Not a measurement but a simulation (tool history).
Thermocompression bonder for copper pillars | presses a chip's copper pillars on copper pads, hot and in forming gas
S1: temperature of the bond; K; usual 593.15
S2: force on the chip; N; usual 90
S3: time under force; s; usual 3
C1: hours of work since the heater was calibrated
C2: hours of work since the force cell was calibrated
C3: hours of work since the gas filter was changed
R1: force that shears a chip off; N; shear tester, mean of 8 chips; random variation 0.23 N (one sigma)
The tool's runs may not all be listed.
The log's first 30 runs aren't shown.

| run | hour | S1 | S2 | S3 | C1 | C2 | C3 | R1 |
|---|---|---|---|---|---|---|---|---|
| 31 | 1909.5 | 593.15 | 90 | 3 | 350 | 772 | 78 | 53.5 |
|  | 1950.4 | forming gas filter changed |
|  | 1958.4 | heater calibrated with a thermocouple chip, once more |
| 32 | 1976.5 | 593.15 | 90 | 3 | 12 | 817 | 17 | 50.3 |
| 33 | 2052.5 | 583.15 | 90 | 6 | 65 | 869 | 69 | 56.1 |
|  | 2108.3 | forming gas filter changed |
| 34 | 2117.7 | 583.15 | 90 | 6 | 110 | 914 | 6 | 58.9 |
| 35 | 2188.4 | 605.15 | 84 | 7 | 158 | 963 | 55 | 67.6 |
| 36 | 2237.7 | 605.15 | 84 | 2 | 192 | 997 | 89 | 45.9 |
|  | 2268.1 | forming gas filter changed |
| 37 | 2326 | 563.15 | 76 | 3 | 253 | 1057 | 40 | 34.8 |
| 38 | 2382.8 | 593.15 | 78 | 3 | 292 | 1097 | 79 | 46.8 |

Forecast each of these 3 alternatives for the next run:
|  | 2422.9 | forming gas filter changed |
| A | 2473.9 | 618.15 | 78 | 6 | 355 | 1159 | 35 | ? |
|  | 2422.9 | forming gas filter changed |
| B | 2473.9 | 581.15 | 78 | 3 | 355 | 1159 | 35 | ? |
|  | 2422.9 | forming gas filter changed |
| C | 2473.9 | 616.15 | 116 | 6 | 355 | 1159 | 35 | ? |

| run | R1 |
|---|---|
| A | 69 |
| B | 43.3 |
| C | 77.9 |
Without the tool's hidden state the same runs would have given:
| run | R1 |
|---|---|
| A | 68.9 |
| B | 42.7 |
| C | 78.2 |
